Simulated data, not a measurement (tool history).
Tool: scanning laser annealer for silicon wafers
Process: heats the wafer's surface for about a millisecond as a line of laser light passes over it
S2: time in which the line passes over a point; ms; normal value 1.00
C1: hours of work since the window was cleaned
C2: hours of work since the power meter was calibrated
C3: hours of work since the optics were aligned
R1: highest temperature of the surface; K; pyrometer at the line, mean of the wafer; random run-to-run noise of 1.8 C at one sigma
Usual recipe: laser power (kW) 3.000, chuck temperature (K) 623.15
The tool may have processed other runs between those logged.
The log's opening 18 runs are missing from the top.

Run 19, day 36.525: usual settings; C1 508; C2 1702; C3 644. Result: R1 1286.15 K.
Run 20, day 39.308: usual settings; C1 541; C2 1735; C3 677. Result: R1 1289.15 K.
Run 21, day 41.750: usual settings but laser power (kW) 3.135, S2 0.88 ms; C1 570; C2 1765; C3 707. Result: R1 1281.15 K.
At day 42.138: optics aligned, line set to its width.
At day 43.279: window over the wafer cleaned.
Run 22, day 44.383: usual settings but laser power (kW) 3.135, S2 0.88 ms; C1 13; C2 1793; C3 26. Result: R1 1280.15 K.
Run 23, day 45.862: usual settings but laser power (kW) 3.258; C1 31; C2 1810; C3 44. Result: R1 1353.15 K.
Run 24, day 47.408: usual settings but laser power (kW) 2.936; C1 49; C2 1829; C3 62. Result: R1 1260.15 K.
Run 25, day 48.971: usual settings but laser power (kW) 2.776, chuck temperature (K) 583.15; C1 68; C2 1847; C3 81. Result: R1 1174.15 K.
Run 26, day 51.317: usual settings but laser power (kW) 2.776, S2 0.90 ms, chuck temperature (K) 631.15; C1 96; C2 1875; C3 109. Result: R1 1194.15 K.
Run 27, day 52.521: usual settings but S2 1.05 ms, chuck temperature (K) 587.15; C1 110; C2 1890; C3 123. Result: R1 1252.15 K.
Run 28, day 54.708: usual settings but laser power (kW) 2.986; C1 137; C2 1916; C3 149. Result: R1 1265.15 K.
Run 29, day 56.383: usual settings but chuck temperature (K) 642.15; C1 157; C2 1936; C3 169. Result: R1 1291.15 K.
Run 30, day 58.325: usual settings but laser power (kW) 2.726; C1 180; C2 1959; C3 192. Result: R1 1191.15 K.
At day 60.225: optics aligned, line set to its width, once more.
Run 31, day 61.321: usual settings but laser power (kW) 2.784, S2 1.11 ms, chuck temperature (K) 652.15; C1 213; C2 1992; C3 13. Result: R1 1312.15 K.
Run 32, day 63.779: usual settings but laser power (kW) 2.893, S2 1.15 ms; C1 242; C2 2022; C3 42. Result: R1 1328.15 K.
Run 33, day 65.158: usual settings but laser power (kW) 2.893, S2 1.09 ms, chuck temperature (K) 658.15; C1 259; C2 2038; C3 59. Result: R1 1340.15 K.
Run 34, day 66.688: usual settings but laser power (kW) 2.893, S2 1.09 ms, chuck temperature (K) 658.15; C1 277; C2 2056; C3 77. Result: R1 1341.15 K.
Run 35, day 69.079: usual settings but laser power (kW) 2.893, S2 1.09 ms, chuck temperature (K) 658.15; C1 306; C2 2085; C3 106. Result: R1 1338.15 K.
Run 36, day 72.021: usual settings but laser power (kW) 2.893, S2 1.09 ms, chuck temperature (K) 658.15; C1 341; C2 2120; C3 141. Result: R1 1332.15 K.
Run 37, day 74.079: usual settings but laser power (kW) 2.893, S2 1.09 ms, chuck temperature (K) 658.15; C1 365; C2 2145; C3 166. Result: R1 1334.15 K.
Run 38, day 77.004: usual settings but laser power (kW) 2.948, S2 0.81 ms, chuck temperature (K) 596.15; C1 400; C2 2180; C3 200. Result: R1 1192.15 K.
Run 39, day 78.238: usual settings but laser power (kW) 2.948, S2 0.81 ms, chuck temperature (K) 596.15; C1 415; C2 2194; C3 215. Result: R1 1191.15 K.
Run 40, day 80.742: usual settings but laser power (kW) 2.948, S2 0.81 ms, chuck temperature (K) 596.15; C1 445; C2 2224; C3 245. Result: R1 1191.15 K.

Below are 3 alternative next runs, each starting from the tool's condition after run 40. Predict each:
Run A, day 83.312: usual settings but laser power (kW) 2.663, S2 0.81 ms, chuck temperature (K) 626.15; C1 476; C2 2255; C3 276. Result: R1 ?.
Run B, day 83.312: usual settings but laser power (kW) 3.138, S2 0.79 ms; C1 476; C2 2255; C3 276. Result: R1 ?.
Run C, day 83.312: usual settings but laser power (kW) 2.948, S2 0.77 ms, chuck temperature (K) 596.15; C1 476; C2 2255; C3 276. Result: R1 ?.

run       R1
  A  1144.15
  B  1259.15
  C  1172.15
Without the tool's unlogged condition, the same runs would have read:
run       R1
  A  1171.15
  B  1292.15
  C  1202.15
